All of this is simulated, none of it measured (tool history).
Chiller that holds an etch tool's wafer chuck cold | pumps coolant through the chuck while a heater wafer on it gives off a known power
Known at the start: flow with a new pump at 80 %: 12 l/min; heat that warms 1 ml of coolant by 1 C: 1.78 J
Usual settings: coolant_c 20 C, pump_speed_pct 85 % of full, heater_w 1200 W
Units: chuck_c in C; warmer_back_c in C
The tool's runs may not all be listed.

Run 1, hour 0: usual settings. Result: chuck_c 31.5 C, warmer_back_c 3.31 C.
Run 2, hour 53.3: usual settings but coolant_c 19 C. Result: chuck_c 30.8 C, warmer_back_c 3.34 C.
Run 3, hour 121.3: usual settings but coolant_c 19 C. Result: chuck_c 30.5 C, warmer_back_c 3.32 C.
Run 4, hour 179.1: usual settings but coolant_c 19 C. Result: chuck_c 30.8 C, warmer_back_c 3.3 C.
Run 5, hour 283.7: usual settings. Result: chuck_c 31.6 C, warmer_back_c 3.33 C.
Run 6, hour 378.3: usual settings. Result: chuck_c 31.7 C, warmer_back_c 3.37 C.
Run 7, hour 465.1: usual settings. Result: chuck_c 31.7 C, warmer_back_c 3.35 C.
Run 8, hour 541.8: usual settings. Result: chuck_c 31.8 C, warmer_back_c 3.34 C.
Run 9, hour 662.3: usual settings. Result: chuck_c 31.8 C, warmer_back_c 3.39 C.
Run 10, hour 741.3: usual settings. Result: chuck_c 31.6 C, warmer_back_c 3.34 C.
Run 11, hour 820: usual settings but pump_speed_pct 63 % of full. Result: chuck_c 34.6 C, warmer_back_c 4.74 C.
Run 12, hour 925: usual settings but pump_speed_pct 63 % of full. Result: chuck_c 34.5 C, warmer_back_c 4.72 C.
Run 13, hour 996.9: usual settings but pump_speed_pct 70 % of full. Result: chuck_c 33.7 C, warmer_back_c 4.24 C.
Run 14, hour 1090.5: usual settings but pump_speed_pct 70 % of full. Result: chuck_c 33.6 C, warmer_back_c 4.24 C.
Run 15, hour 1149.5: usual settings but coolant_c 10 C, pump_speed_pct 70 % of full. Result: chuck_c 23.8 C, warmer_back_c 4.24 C.
Run 16, hour 1256.4: usual settings but coolant_c 10 C, pump_speed_pct 64 % of full. Result: chuck_c 24.8 C, warmer_back_c 4.67 C.
At hour 1269.5: coolant changed, channels flushed.
At hour 1270.5: chiller's thermometer calibrated.
Run 17, hour 1352: usual settings but coolant_c 11 C, pump_speed_pct 64 % of full. Result: chuck_c 22.9 C, warmer_back_c 4.7 C.
Run 18, hour 1440.7: usual settings but coolant_c 11 C, pump_speed_pct 64 % of full. Result: chuck_c 23.1 C, warmer_back_c 4.71 C.
Run 19, hour 1541.9: usual settings but coolant_c 17 C, pump_speed_pct 64 % of full. Result: chuck_c 29.1 C, warmer_back_c 4.72 C.
Run 20, hour 1608.2: usual settings but coolant_c 19 C, pump_speed_pct 62 % of full. Result: chuck_c 31.4 C, warmer_back_c 4.91 C.
Run 21, hour 1692.4: usual settings but coolant_c 14 C, heater_w 1277 W. Result: chuck_c 24.7 C, warmer_back_c 3.61 C.
Run 22, hour 1742.3: usual settings but coolant_c 13 C, heater_w 1149 W. Result: chuck_c 22.7 C, warmer_back_c 3.31 C.
Run 23, hour 1827.7: usual settings but coolant_c 16 C, pump_speed_pct 74 % of full, heater_w 1622 W. Result: chuck_c 31 C, warmer_back_c 5.4 C.
Run 24, hour 1878.5: usual settings but coolant_c 12 C. Result: chuck_c 22 C, warmer_back_c 3.41 C.
Run 25, hour 1929.3: usual settings but coolant_c 12 C. Result: chuck_c 22 C, warmer_back_c 3.43 C.
Run 26, hour 2021: usual settings but coolant_c 12 C. Result: chuck_c 22.3 C, warmer_back_c 3.48 C.
Run 27, hour 2089.6: usual settings but coolant_c 23 C, heater_w 952 W. Result: chuck_c 31.1 C, warmer_back_c 2.72 C.
Run 28, hour 2178.3: usual settings but coolant_c 23 C, heater_w 952 W. Result: chuck_c 31.1 C, warmer_back_c 2.74 C.
Run 29, hour 2287: usual settings but coolant_c 16 C, pump_speed_pct 65 % of full, heater_w 1151 W. Result: chuck_c 27.8 C, warmer_back_c 4.49 C.

Forecast each of these 5 alternatives for the next run:
Run A, hour 2407.6: usual settings but pump_speed_pct 77 % of full, heater_w 988 W. Result: chuck_c ?, warmer_back_c ?.
Run B, hour 2407.6: usual settings but coolant_c 16 C, heater_w 842 W. Result: chuck_c ?, warmer_back_c ?.
Run C, hour 2407.6: usual settings but coolant_c 15 C, pump_speed_pct 60 % of full, heater_w 812 W. Result: chuck_c ?, warmer_back_c ?.
Run D, hour 2407.6: usual settings but heater_w 661 W. Result: chuck_c ?, warmer_back_c ?.
Run E, hour 2407.6: usual settings but coolant_c 25 C. Result: chuck_c ?, warmer_back_c ?.

run  chuck_c  warmer_back_c
  A     29.1           3.16
  B     23.3           2.43
  C     23.7           3.45
  D     25.5           1.89
  E     35.2           3.46
Without the tool's hidden state the same runs would have given:
run  chuck_c  warmer_back_c
  A     28.4           2.88
  B     22.8           2.21
  C       23           3.14
  D     25.1           1.72
  E     34.3           3.15
